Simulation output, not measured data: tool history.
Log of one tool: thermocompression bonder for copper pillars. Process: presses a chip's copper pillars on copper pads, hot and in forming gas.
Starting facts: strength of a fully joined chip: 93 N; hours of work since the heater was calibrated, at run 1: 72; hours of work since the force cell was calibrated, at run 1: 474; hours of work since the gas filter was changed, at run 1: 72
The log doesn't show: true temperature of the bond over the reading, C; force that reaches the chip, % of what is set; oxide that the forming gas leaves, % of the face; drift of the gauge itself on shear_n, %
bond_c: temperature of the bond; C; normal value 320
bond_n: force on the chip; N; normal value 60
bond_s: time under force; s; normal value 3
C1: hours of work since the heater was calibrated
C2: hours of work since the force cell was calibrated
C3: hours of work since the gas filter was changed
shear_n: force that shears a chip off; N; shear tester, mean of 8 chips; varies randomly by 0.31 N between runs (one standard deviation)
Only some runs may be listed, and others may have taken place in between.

{"run": 1, "day": 0.0, "bond_c": 320, "bond_n": 60, "bond_s": 3, "C1": 72, "C2": 474, "C3": 72, "shear_n": 36.1}
{"run": 2, "day": 0.971, "bond_c": 320, "bond_n": 60, "bond_s": 3, "C1": 85, "C2": 488, "C3": 85, "shear_n": 37.1}
{"run": 3, "day": 2.362, "bond_c": 320, "bond_n": 60, "bond_s": 3, "C1": 105, "C2": 507, "C3": 105, "shear_n": 36.5}
{"run": 4, "day": 3.683, "bond_c": 320, "bond_n": 60, "bond_s": 3, "C1": 124, "C2": 526, "C3": 124, "shear_n": 36.4}
{"run": 5, "day": 5.046, "bond_c": 320, "bond_n": 60, "bond_s": 3, "C1": 143, "C2": 545, "C3": 143, "shear_n": 35.8}
{"run": 6, "day": 5.771, "bond_c": 320, "bond_n": 79, "bond_s": 3, "C1": 153, "C2": 556, "C3": 153, "shear_n": 42.2}
{"run": 7, "day": 6.442, "bond_c": 320, "bond_n": 79, "bond_s": 3, "C1": 163, "C2": 565, "C3": 163, "shear_n": 41.5}
{"run": 8, "day": 7.117, "bond_c": 320, "bond_n": 79, "bond_s": 3, "C1": 172, "C2": 575, "C3": 172, "shear_n": 42.1}
{"run": 9, "day": 8.038, "bond_c": 320, "bond_n": 60, "bond_s": 3, "C1": 186, "C2": 588, "C3": 186, "shear_n": 35.3}
{"run": 10, "day": 8.988, "bond_c": 327, "bond_n": 60, "bond_s": 3, "C1": 199, "C2": 601, "C3": 199, "shear_n": 38.3}
{"run": 11, "day": 10.304, "bond_c": 319, "bond_n": 60, "bond_s": 3, "C1": 218, "C2": 620, "C3": 218, "shear_n": 34.3}
{"run": 12, "day": 10.912, "bond_c": 312, "bond_n": 60, "bond_s": 2, "C1": 226, "C2": 629, "C3": 226, "shear_n": 27.8}
{"run": 13, "day": 11.712, "bond_c": 337, "bond_n": 82, "bond_s": 6, "C1": 238, "C2": 640, "C3": 238, "shear_n": 60}
{"run": 14, "day": 12.496, "bond_c": 337, "bond_n": 41, "bond_s": 2, "C1": 249, "C2": 651, "C3": 249, "shear_n": 28.5}
{"day": 12.717, "done": "heater calibrated with a thermocouple chip"}
{"run": 15, "day": 13.392, "bond_c": 337, "bond_n": 41, "bond_s": 2, "C1": 10, "C2": 663, "C3": 260, "shear_n": 27.9}
{"run": 16, "day": 14.104, "bond_c": 324, "bond_n": 41, "bond_s": 3, "C1": 20, "C2": 673, "C3": 270, "shear_n": 28.2}
{"run": 17, "day": 14.983, "bond_c": 348, "bond_n": 47, "bond_s": 4, "C1": 32, "C2": 685, "C3": 283, "shear_n": 44.2}
{"run": 18, "day": 16.246, "bond_c": 317, "bond_n": 66, "bond_s": 8, "C1": 50, "C2": 703, "C3": 301, "shear_n": 48.8}
{"run": 19, "day": 17.042, "bond_c": 317, "bond_n": 66, "bond_s": 8, "C1": 61, "C2": 714, "C3": 312, "shear_n": 49.1}
{"day": 17.925, "done": "heater calibrated with a thermocouple chip, once more"}
{"run": 20, "day": 18.283, "bond_c": 318, "bond_n": 83, "bond_s": 3, "C1": 5, "C2": 731, "C3": 328, "shear_n": 41.6}
{"day": 18.654, "done": "forming gas filter changed"}
{"run": 21, "day": 19.008, "bond_c": 320, "bond_n": 38, "bond_s": 2, "C1": 15, "C2": 741, "C3": 5, "shear_n": 23.7}

Here are 5 independent what-if runs from the current tool condition. What would each one return?
{"run": "A", "day": 19.892, "bond_c": 297, "bond_n": 37, "bond_s": 8, "C1": 28, "C2": 753, "C3": 18, "shear_n": "?"}
{"run": "B", "day": 19.892, "bond_c": 318, "bond_n": 47, "bond_s": 2, "C1": 28, "C2": 753, "C3": 18, "shear_n": "?"}
{"run": "C", "day": 19.892, "bond_c": 308, "bond_n": 49, "bond_s": 8, "C1": 28, "C2": 753, "C3": 18, "shear_n": "?"}
{"run": "D", "day": 19.892, "bond_c": 322, "bond_n": 60, "bond_s": 2, "C1": 28, "C2": 753, "C3": 18, "shear_n": "?"}
{"run": "E", "day": 19.892, "bond_c": 323, "bond_n": 80, "bond_s": 3, "C1": 28, "C2": 753, "C3": 18, "shear_n": "?"}

run=A shear_n=31.1
run=B shear_n=26.5
run=C shear_n=42
run=D shear_n=32.9
run=E shear_n=46
Without the tool's hidden state the same runs would have given:
run=A shear_n=30.5
run=B shear_n=25.9
run=C shear_n=41.3
run=D shear_n=32.3
run=E shear_n=45.2
